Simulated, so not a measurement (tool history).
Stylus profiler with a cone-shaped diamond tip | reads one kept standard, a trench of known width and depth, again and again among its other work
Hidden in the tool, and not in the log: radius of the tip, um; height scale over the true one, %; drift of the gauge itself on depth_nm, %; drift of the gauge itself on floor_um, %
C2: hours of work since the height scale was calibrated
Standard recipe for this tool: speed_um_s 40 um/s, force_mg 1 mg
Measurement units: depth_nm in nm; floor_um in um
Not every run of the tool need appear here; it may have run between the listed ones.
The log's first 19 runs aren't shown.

{"run": 20, "hour": 333.0, "speed_um_s": 107, "force_mg": 1.37, "scans with this tip": 4638, "C2": 475, "depth_nm": 101.24, "floor_um": 27.88}
{"run": 21, "hour": 343.7, "speed_um_s": 32, "force_mg": 1, "scans with this tip": 4682, "C2": 479, "depth_nm": 100.97, "floor_um": 28.26}
{"run": 22, "hour": 355.0, "speed_um_s": 32, "force_mg": 1, "scans with this tip": 4729, "C2": 484, "depth_nm": 100.96, "floor_um": 28.24}
{"run": 23, "hour": 377.4, "speed_um_s": 130, "force_mg": 2.1, "scans with this tip": 4822, "C2": 494, "depth_nm": 101.59, "floor_um": 27.95}
{"run": 24, "hour": 392.6, "speed_um_s": 12, "force_mg": 0.85, "scans with this tip": 4885, "C2": 500, "depth_nm": 100.91, "floor_um": 28.32}
{"run": 25, "hour": 405.8, "speed_um_s": 26, "force_mg": 2.74, "scans with this tip": 4940, "C2": 506, "depth_nm": 101.8, "floor_um": 28.36}
{"run": 26, "hour": 428.6, "speed_um_s": 42, "force_mg": 1.58, "scans with this tip": 5035, "C2": 515, "depth_nm": 101.32, "floor_um": 28.29}
{"run": 27, "hour": 441.7, "speed_um_s": 35, "force_mg": 0.34, "scans with this tip": 5090, "C2": 521, "depth_nm": 100.53, "floor_um": 28.03}
{"run": 28, "hour": 462.7, "speed_um_s": 105, "force_mg": 1.91, "scans with this tip": 5177, "C2": 530, "depth_nm": 101.48, "floor_um": 27.96}
{"run": 29, "hour": 481.2, "speed_um_s": 48, "force_mg": 0.5, "scans with this tip": 5254, "C2": 538, "depth_nm": 100.74, "floor_um": 28.02}
{"run": 30, "hour": 493.2, "speed_um_s": 16, "force_mg": 0.84, "scans with this tip": 5304, "C2": 543, "depth_nm": 100.91, "floor_um": 28.33}

Branching from run 30: 4 alternative next runs. What would each branch give?
{"run": "A", "hour": 513.3, "speed_um_s": 40, "force_mg": 0.35, "scans with this tip": 5387, "C2": 551, "depth_nm": "?", "floor_um": "?"}
{"run": "B", "hour": 513.3, "speed_um_s": 87, "force_mg": 0.84, "scans with this tip": 5387, "C2": 551, "depth_nm": "?", "floor_um": "?"}
{"run": "C", "hour": 513.3, "speed_um_s": 16, "force_mg": 0.77, "scans with this tip": 5387, "C2": 551, "depth_nm": "?", "floor_um": "?"}
{"run": "D", "hour": 513.3, "speed_um_s": 16, "force_mg": 0.61, "scans with this tip": 5387, "C2": 551, "depth_nm": "?", "floor_um": "?"}

run=A depth_nm=100.59 floor_um=28.08
run=B depth_nm=100.99 floor_um=27.88
run=C depth_nm=100.89 floor_um=28.33
run=D depth_nm=100.75 floor_um=28.31
With the hidden condition removed and each run's random variation left untouched, the same runs would have given:
run=A depth_nm=100.42 floor_um=28.26
run=B depth_nm=100.82 floor_um=28.06
run=C depth_nm=100.72 floor_um=28.51
run=D depth_nm=100.57 floor_um=28.49

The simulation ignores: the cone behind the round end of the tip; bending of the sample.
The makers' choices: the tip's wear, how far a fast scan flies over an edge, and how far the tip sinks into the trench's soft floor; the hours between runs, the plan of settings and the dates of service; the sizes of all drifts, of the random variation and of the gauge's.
